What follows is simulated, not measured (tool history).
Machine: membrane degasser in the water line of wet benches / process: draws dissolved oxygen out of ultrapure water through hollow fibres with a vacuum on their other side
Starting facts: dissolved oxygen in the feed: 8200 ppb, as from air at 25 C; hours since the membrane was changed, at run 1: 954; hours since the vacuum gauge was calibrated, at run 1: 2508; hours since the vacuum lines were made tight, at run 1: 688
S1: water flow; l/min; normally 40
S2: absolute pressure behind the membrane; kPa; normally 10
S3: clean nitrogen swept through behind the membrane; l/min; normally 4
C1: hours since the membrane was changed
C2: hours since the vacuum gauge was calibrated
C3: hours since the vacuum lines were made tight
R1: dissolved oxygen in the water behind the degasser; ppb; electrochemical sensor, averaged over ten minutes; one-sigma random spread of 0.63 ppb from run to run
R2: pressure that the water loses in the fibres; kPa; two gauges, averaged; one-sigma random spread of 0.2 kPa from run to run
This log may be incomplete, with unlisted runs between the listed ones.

run 1 hour=0 | S1=40 S2=10 S3=4 | C1=954 C2=2508 C3=688 | R1=169.4 R2=47.5
run 2 hour=79.2 | S1=40 S2=10 S3=4 | C1=1033 C2=2587 C3=768 | R1=171.1 R2=47.29
run 3 hour=133.7 | S1=40 S2=10 S3=4 | C1=1087 C2=2641 C3=822 | R1=172.1 R2=47.69
run 4 hour=185.8 | S1=40 S2=10 S3=6.38 | C1=1140 C2=2693 C3=874 | R1=114.6 R2=47.35
run 5 hour=245.2 | S1=40 S2=10 S3=6.36 | C1=1199 C2=2753 C3=934 | R1=115.2 R2=47.18
run 6 hour=370.9 | S1=40 S2=10 S3=6.36 | C1=1325 C2=2879 C3=1059 | R1=115.1 R2=47.03
run 7 hour=468.3 | S1=40 S2=10 S3=6.36 | C1=1422 C2=2976 C3=1157 | R1=115.2 R2=47.17
run 8 hour=552.6 | S1=40 S2=10 S3=6.36 | C1=1506 C2=3060 C3=1241 | R1=115.6 R2=47.73
-- hour=563.5 vacuum gauge calibrated
run 9 hour=628.7 | S1=40 S2=10 S3=6.36 | C1=1582 C2=65 C3=1317 | R1=114.5 R2=47.57
run 10 hour=712.3 | S1=56 S2=10 S3=6.36 | C1=1666 C2=149 C3=1400 | R1=170.2 R2=66.63
run 11 hour=804.9 | S1=56 S2=10 S3=6.36 | C1=1758 C2=241 C3=1493 | R1=169.9 R2=66.39
run 12 hour=861.3 | S1=40 S2=10 S3=4 | C1=1815 C2=298 C3=1549 | R1=170 R2=47.51
run 13 hour=969.1 | S1=40 S2=10 S3=4 | C1=1922 C2=406 C3=1657 | R1=169.8 R2=47.23
run 14 hour=1044 | S1=43 S2=10 S3=4 | C1=1997 C2=480 C3=1732 | R1=185.3 R2=50.86
run 15 hour=1137.9 | S1=43 S2=14.6 S3=4 | C1=2091 C2=574 C3=1826 | R1=296 R2=51.06
run 16 hour=1205.3 | S1=40 S2=10 S3=3.17 | C1=2159 C2=642 C3=1893 | R1=208.4 R2=47.2
run 17 hour=1289.2 | S1=24 S2=17.3 S3=2.02 | C1=2242 C2=726 C3=1977 | R1=380.4 R2=28.57
run 18 hour=1378.6 | S1=40 S2=10.7 S3=3.58 | C1=2332 C2=815 C3=2066 | R1=205.3 R2=47.65
run 19 hour=1478.9 | S1=27 S2=9.1 S3=4.07 | C1=2432 C2=915 C3=2167 | R1=98.9 R2=32.18
run 20 hour=1570.2 | S1=27 S2=7.3 S3=8.37 | C1=2523 C2=1007 C3=2258 | R1=36.4 R2=32.06
run 21 hour=1669.1 | S1=40 S2=23.2 S3=7.67 | C1=2622 C2=1106 C3=2357 | R1=260.6 R2=47.79
run 22 hour=1744.5 | S1=28 S2=7.3 S3=6.05 | C1=2698 C2=1181 C3=2432 | R1=51.3 R2=33.27
run 23 hour=1854.1 | S1=28 S2=7.3 S3=9.52 | C1=2807 C2=1291 C3=2542 | R1=34.3 R2=33.57
run 24 hour=1967.3 | S1=44 S2=24.2 S3=4 | C1=2921 C2=1404 C3=2655 | R1=528.8 R2=52.67
run 25 hour=2076.5 | S1=44 S2=24.2 S3=4 | C1=3030 C2=1513 C3=2764 | R1=532.3 R2=52.67
run 26 hour=2152.5 | S1=31 S2=22.9 S3=3.22 | C1=3106 C2=1589 C3=2840 | R1=438.5 R2=37.24
run 27 hour=2245.6 | S1=31 S2=10.8 S3=4.65 | C1=3199 C2=1682 C3=2934 | R1=127.7 R2=36.89
run 28 hour=2364 | S1=42 S2=17.9 S3=2.27 | C1=3317 C2=1801 C3=3052 | R1=590.8 R2=50.26
run 29 hour=2475.1 | S1=36 S2=12.1 S3=4.66 | C1=3428 C2=1912 C3=3163 | R1=174 R2=43.09
run 30 hour=2565.6 | S1=31 S2=10 S3=8.52 | C1=3519 C2=2002 C3=3253 | R1=67.6 R2=36.96
run 31 hour=2629.6 | S1=31 S2=10 S3=8.52 | C1=3583 C2=2066 C3=3317 | R1=67.3 R2=37.32
run 32 hour=2720.6 | S1=31 S2=10 S3=8.52 | C1=3674 C2=2157 C3=3409 | R1=67.5 R2=37.32

Here are 4 independent what-if runs from the current tool condition. What would each one return?
run A hour=2834.3 | S1=25 S2=6.4 S3=8.13 | C1=3788 C2=2271 C3=3522 | R1=? R2=?
run B hour=2834.3 | S1=61 S2=10 S3=8.52 | C1=3788 C2=2271 C3=3522 | R1=? R2=?
run C hour=2834.3 | S1=40 S2=16.8 S3=2.86 | C1=3788 C2=2271 C3=3522 | R1=? R2=?
run D hour=2834.3 | S1=40 S2=12.5 S3=4 | C1=3788 C2=2271 C3=3522 | R1=? R2=?

run=A R1=28.1 R2=30.21
run=B R1=156.2 R2=72.49
run=C R1=435.1 R2=47.7
run=D R1=230.8 R2=47.45
Had the tool no hidden state, the same runs would have come out as:
run=A R1=26.3 R2=29.75
run=B R1=150.1 R2=71.38
run=C R1=427.3 R2=46.97
run=D R1=224.9 R2=46.73

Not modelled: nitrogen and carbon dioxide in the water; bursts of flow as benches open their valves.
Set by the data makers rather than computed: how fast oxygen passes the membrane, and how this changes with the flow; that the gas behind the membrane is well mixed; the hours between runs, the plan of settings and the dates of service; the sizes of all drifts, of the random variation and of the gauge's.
